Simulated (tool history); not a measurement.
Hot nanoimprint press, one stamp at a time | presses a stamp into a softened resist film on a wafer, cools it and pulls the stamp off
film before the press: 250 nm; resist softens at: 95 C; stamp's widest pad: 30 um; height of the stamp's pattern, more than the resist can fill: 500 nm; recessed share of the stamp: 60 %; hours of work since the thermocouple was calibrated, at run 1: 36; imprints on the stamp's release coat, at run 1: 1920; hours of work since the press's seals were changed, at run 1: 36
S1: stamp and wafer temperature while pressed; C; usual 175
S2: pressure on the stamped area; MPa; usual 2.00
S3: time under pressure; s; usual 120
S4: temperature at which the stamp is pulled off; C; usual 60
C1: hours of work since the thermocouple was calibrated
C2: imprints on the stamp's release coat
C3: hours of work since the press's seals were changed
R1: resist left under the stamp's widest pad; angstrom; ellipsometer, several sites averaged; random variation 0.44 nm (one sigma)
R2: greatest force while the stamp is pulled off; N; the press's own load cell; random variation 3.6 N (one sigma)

| run | day | S1 | S2 | S3 | S4 | C1 | C2 | C3 | R1 | R2 |
|---|---|---|---|---|---|---|---|---|---|---|
| 1 | 0.000 | 175 | 2.00 | 120 | 60 | 36 | 1920 | 36 | 1092 | 226 |
| 2 | 0.638 | 175 | 2.00 | 120 | 60 | 45 | 1968 | 45 | 1086 | 236 |
| 3 | 1.062 | 175 | 2.00 | 120 | 53 | 51 | 2000 | 51 | 1091 | 254 |
| 4 | 1.908 | 175 | 2.00 | 120 | 53 | 63 | 2063 | 63 | 1089 | 253 |
| 5 | 2.558 | 175 | 2.00 | 120 | 54 | 72 | 2112 | 72 | 1087 | 252 |
| 6 | 3.338 | 175 | 2.00 | 120 | 54 | 83 | 2171 | 83 | 1097 | 250 |
| 7 | 4.108 | 175 | 2.52 | 120 | 60 | 94 | 2229 | 94 | 979 | 237 |
| 8 | 4.862 | 175 | 2.52 | 120 | 60 | 104 | 2286 | 104 | 979 | 234 |
| 9 | 5.379 | 175 | 2.52 | 120 | 60 | 112 | 2324 | 112 | 979 | 228 |
| 10 | 6.196 | 175 | 2.00 | 120 | 48 | 123 | 2386 | 123 | 1105 | 278 |
| 11 | 6.967 | 180 | 2.00 | 120 | 48 | 134 | 2444 | 134 | 900 | 277 |
|  | 7.158 | plate thermocouple calibrated |
|  | 7.800 | stamp cleaned and given a new release coat |
| 12 | 7.838 | 180 | 2.00 | 120 | 48 | 6 | 2 | 141 | 903 | 200 |
| 13 | 8.525 | 180 | 2.00 | 120 | 48 | 16 | 54 | 151 | 911 | 200 |
|  | 8.975 | plate thermocouple calibrated, once more |
| 14 | 9.438 | 175 | 2.00 | 120 | 60 | 7 | 113 | 162 | 1087 | 172 |
| 15 | 10.100 | 175 | 2.00 | 120 | 60 | 16 | 163 | 171 | 1093 | 177 |
| 16 | 10.746 | 175 | 2.00 | 120 | 66 | 25 | 212 | 180 | 1086 | 159 |
| 17 | 11.583 | 175 | 2.00 | 120 | 66 | 37 | 275 | 192 | 1090 | 166 |
| 18 | 12.225 | 168 | 2.00 | 120 | 47 | 46 | 323 | 201 | 1440 | 211 |
| 19 | 13.033 | 175 | 2.00 | 120 | 56 | 57 | 384 | 212 | 1097 | 192 |
| 20 | 13.712 | 175 | 1.91 | 172 | 56 | 67 | 435 | 222 | 974 | 196 |
| 21 | 14.142 | 175 | 2.00 | 120 | 56 | 73 | 468 | 228 | 1107 | 203 |
| 22 | 14.938 | 167 | 2.00 | 77 | 50 | 84 | 527 | 239 | 1704 | 212 |
| 23 | 15.500 | 167 | 1.38 | 227 | 46 | 92 | 570 | 247 | 1433 | 222 |
| 24 | 16.142 | 184 | 2.02 | 120 | 60 | 101 | 618 | 256 | 769 | 186 |
| 25 | 16.729 | 184 | 2.02 | 120 | 60 | 109 | 662 | 264 | 773 | 191 |
| 26 | 17.400 | 184 | 2.02 | 120 | 60 | 118 | 713 | 273 | 770 | 200 |
| 27 | 18.192 | 183 | 1.62 | 93 | 64 | 129 | 772 | 285 | 995 | 187 |
| 28 | 18.567 | 183 | 1.62 | 93 | 64 | 135 | 800 | 290 | 1000 | 191 |
| 29 | 19.462 | 183 | 1.62 | 93 | 64 | 147 | 868 | 302 | 997 | 186 |

5 ways to go on from here, each from the tool as it stands after run 29. What would each give?
| A | 20.112 | 175 | 2.25 | 112 | 60 | 156 | 917 | 312 | ? | ? |
| B | 20.112 | 175 | 1.49 | 120 | 60 | 156 | 917 | 312 | ? | ? |
| C | 20.112 | 165 | 1.69 | 120 | 49 | 156 | 917 | 312 | ? | ? |
| D | 20.112 | 173 | 2.00 | 111 | 54 | 156 | 917 | 312 | ? | ? |
| E | 20.112 | 181 | 2.00 | 127 | 63 | 156 | 917 | 312 | ? | ? |

| run | R1 | R2 |
|---|---|---|
| A | 1079 | 200 |
| B | 1284 | 201 |
| C | 1740 | 223 |
| D | 1243 | 216 |
| E | 861 | 191 |
Without the tool's hidden state the same runs would have given:
| run | R1 | R2 |
|---|---|---|
| A | 1038 | 173 |
| B | 1241 | 174 |
| C | 1691 | 193 |
| D | 1199 | 187 |
| E | 830 | 165 |
